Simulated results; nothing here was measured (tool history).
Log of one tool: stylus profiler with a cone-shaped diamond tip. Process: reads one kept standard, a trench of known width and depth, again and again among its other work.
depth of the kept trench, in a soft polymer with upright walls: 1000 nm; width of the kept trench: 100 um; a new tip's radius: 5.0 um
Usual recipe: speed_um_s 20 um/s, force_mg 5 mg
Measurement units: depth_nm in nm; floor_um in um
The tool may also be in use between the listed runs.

Run 1, day 0: usual settings. Result: depth_nm 1017.87 nm, floor_um 93.4 um.
Run 2, day 0.621: usual settings. Result: depth_nm 1017.94 nm, floor_um 93.49 um.
Run 3, day 1.554: usual settings but force_mg 13.09 mg. Result: depth_nm 1033.8 nm, floor_um 93.41 um.
Run 4, day 2.896: usual settings but force_mg 13.09 mg. Result: depth_nm 1033.87 nm, floor_um 93.35 um.
Run 5, day 3.942: usual settings but force_mg 13.09 mg. Result: depth_nm 1034.19 nm, floor_um 93.33 um.
Run 6, day 4.908: usual settings but force_mg 6.81 mg. Result: depth_nm 1021.95 nm, floor_um 93.22 um.
Run 7, day 6.121: usual settings but force_mg 6.81 mg. Result: depth_nm 1021.4 nm, floor_um 93.19 um.
Run 8, day 7.242: usual settings but force_mg 6.81 mg. Result: depth_nm 1021.72 nm, floor_um 93.21 um.
Run 9, day 8.096: usual settings but force_mg 6.81 mg. Result: depth_nm 1022.01 nm, floor_um 93.12 um.
Run 10, day 9.446: usual settings but force_mg 13.63 mg. Result: depth_nm 1034.74 nm, floor_um 93.12 um.
Run 11, day 10.358: usual settings but speed_um_s 29 um/s, force_mg 4.5 mg. Result: depth_nm 1015.52 nm, floor_um 92.99 um.
Run 12, day 10.962: usual settings but speed_um_s 18 um/s, force_mg 2.73 mg. Result: depth_nm 1010.71 nm, floor_um 92.94 um.
Run 13, day 12.238: usual settings but speed_um_s 51 um/s, force_mg 2.73 mg. Result: depth_nm 1010.76 nm, floor_um 92.75 um.
Run 14, day 12.908: usual settings but speed_um_s 9 um/s, force_mg 5.77 mg. Result: depth_nm 1018.72 nm, floor_um 92.95 um.

Consider 4 possible next runs. They are alternatives, not a sequence: every one starts from the tool as it was left by run 14. What does each give?
Run A, day 14.15: usual settings but speed_um_s 9 um/s, force_mg 6.81 mg. Result: depth_nm ?, floor_um ?.
Run B, day 14.15: usual settings but speed_um_s 74 um/s, force_mg 1.95 mg. Result: depth_nm ?, floor_um ?.
Run C, day 14.15: usual settings but force_mg 5.26 mg. Result: depth_nm ?, floor_um ?.
Run D, day 14.15: usual settings but force_mg 12.8 mg. Result: depth_nm ?, floor_um ?.

run  depth_nm  floor_um
  A   1020.64      92.9
  B   1008.29     92.49
  C   1017.31     92.88
  D   1032.89     92.89
With no hidden state in the tool, these same runs would have given:
run  depth_nm  floor_um
  A   1022.33     93.96
  B   1009.95     93.55
  C   1018.99     93.94
  D   1034.59     93.95

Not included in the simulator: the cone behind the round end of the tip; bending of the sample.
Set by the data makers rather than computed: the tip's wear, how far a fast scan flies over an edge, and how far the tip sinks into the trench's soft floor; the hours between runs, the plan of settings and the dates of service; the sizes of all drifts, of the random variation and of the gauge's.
